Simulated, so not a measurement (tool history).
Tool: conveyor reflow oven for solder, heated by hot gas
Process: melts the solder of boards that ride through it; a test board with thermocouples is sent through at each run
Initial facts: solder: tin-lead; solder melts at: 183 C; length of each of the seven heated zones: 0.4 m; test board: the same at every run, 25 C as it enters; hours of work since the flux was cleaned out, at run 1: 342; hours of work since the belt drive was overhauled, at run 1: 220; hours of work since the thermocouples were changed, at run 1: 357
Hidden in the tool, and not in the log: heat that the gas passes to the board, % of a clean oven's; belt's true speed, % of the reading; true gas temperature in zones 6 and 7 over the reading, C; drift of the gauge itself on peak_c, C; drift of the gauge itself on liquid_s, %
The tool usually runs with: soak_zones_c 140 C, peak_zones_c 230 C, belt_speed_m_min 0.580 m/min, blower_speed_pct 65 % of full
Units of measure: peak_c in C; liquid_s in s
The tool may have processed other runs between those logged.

run,hour,soak_zones_c,peak_zones_c,belt_speed_m_min,blower_speed_pct,hours of work since the flux was cleaned out,hours of work since the belt drive was overhauled,hours of work since the thermocouples were changed,peak_c,liquid_s
1,0.0,140,230,0.580,65,342,220,357,211.4,56.9
2,16.9,139,230,0.580,65,351,229,366,210.1,56.0
3,39.3,139,230,0.580,65,363,241,379,211.0,56.6
4,59.8,140,230,0.580,65,375,252,390,210.8,56.7
5,70.4,140,230,0.580,75,380,258,395,214.2,60.6
6,86.9,140,230,0.580,75,389,267,404,214.3,60.4
7,100.4,142,230,0.580,65,397,275,412,212.1,56.9
8,114.4,142,230,0.580,65,404,282,419,211.0,57.3
# hour 119.4: belt drive overhauled, speed set with a stopwatch
9,136.1,142,230,0.580,65,414,9,429,211.5,58.5
10,157.4,139,232,0.500,65,425,21,441,216.5,73.0
11,168.1,129,225,0.477,82,431,26,446,214.3,73.3
12,179.5,129,240,0.562,82,437,33,453,223.1,66.8
13,190.2,126,226,0.565,57,443,38,458,203.1,40.8

Here are 4 independent what-if runs from the current tool condition. What would each one return?
# hour 200.2: belt drive overhauled, speed set with a stopwatch, once more
A,213.5,126,225,0.565,57,454,7,469,?,?
# hour 200.2: belt drive overhauled, speed set with a stopwatch, once more
B,213.5,126,232,0.565,70,454,7,469,?,?
# hour 200.2: belt drive overhauled, speed set with a stopwatch, once more
C,213.5,138,226,0.657,57,454,7,469,?,?
# hour 200.2: belt drive overhauled, speed set with a stopwatch, once more
D,213.5,126,227,0.565,57,454,7,469,?,?

run,peak_c,liquid_s
A,200.9,38.3
B,210.4,53.3
C,199.1,33.6
D,202.4,41.5
What these runs would have given with no unlogged condition in the tool:
run,peak_c,liquid_s
A,204.6,44.1
B,214.5,57.9
C,202.8,39.2
D,206.2,47.1
